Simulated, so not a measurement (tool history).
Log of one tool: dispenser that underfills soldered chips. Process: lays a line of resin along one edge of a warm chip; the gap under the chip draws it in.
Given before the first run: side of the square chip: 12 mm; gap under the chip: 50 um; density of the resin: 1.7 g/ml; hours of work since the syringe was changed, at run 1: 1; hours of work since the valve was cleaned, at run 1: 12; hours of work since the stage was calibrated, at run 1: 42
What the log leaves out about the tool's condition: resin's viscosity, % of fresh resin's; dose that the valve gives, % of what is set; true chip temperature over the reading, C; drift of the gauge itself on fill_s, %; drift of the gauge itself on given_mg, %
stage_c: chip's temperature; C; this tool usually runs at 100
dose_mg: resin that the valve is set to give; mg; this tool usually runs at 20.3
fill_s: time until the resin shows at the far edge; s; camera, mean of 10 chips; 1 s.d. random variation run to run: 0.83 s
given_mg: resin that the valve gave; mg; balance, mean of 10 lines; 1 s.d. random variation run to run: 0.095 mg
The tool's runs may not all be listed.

run,hour,stage_c,dose_mg,hours of work since the syringe was changed,hours of work since the valve was cleaned,hours of work since the stage was calibrated,fill_s,given_mg
1,0,100,20.3,1,12,42,82.4,20.1
2,3.4,100,26.1,3,14,44,88,25.95
3,7,110,20.3,6,16,46,65.9,20.25
# hour 10.2: new syringe of resin
4,13.6,110,20.3,2,20,50,59.2,19.88
5,20.3,89,20.3,6,25,54,165.8,20.08
# hour 22.3: new syringe of resin
6,25.6,100,20.3,2,28,57,84.1,19.95
7,32.8,90,20.3,7,32,62,155.7,19.85
# hour 34.6: new syringe of resin
8,37.2,100,18.5,2,35,64,85.7,18.02
9,43.8,104,18.5,6,39,69,85.8,17.97
# hour 46.4: new syringe of resin
10,51.2,104,18.5,3,44,73,76.2,17.95
11,57.6,104,18.5,7,48,77,90.9,17.77
# hour 58.3: new syringe of resin
12,64.3,87,18.5,4,52,81,164.4,17.81
# hour 70.1: new syringe of resin
13,70.1,87,18.5,0,55,84,138.5,17.76
14,73.5,87,18.5,2,57,87,153.6,17.89
15,77.2,87,18.5,4,59,89,167.7,17.74
# hour 82.1: new syringe of resin
16,84.1,87,18.5,1,64,93,144.3,17.72
17,90.8,100,21.5,5,68,97,97.9,20.62
# hour 94: new syringe of resin
18,98.1,100,21.5,3,72,102,89.3,20.5

Run 19 is up next; what results do you expect?
19,103.7,104,19.4,6,76,105,?,?

fill_s: 86.9 s
given_mg: 18.46 mg
Were there no unlogged condition in the tool, this run, its random variation unchanged, would have produced fill_s 65.1 s, given_mg 19.42 mg.
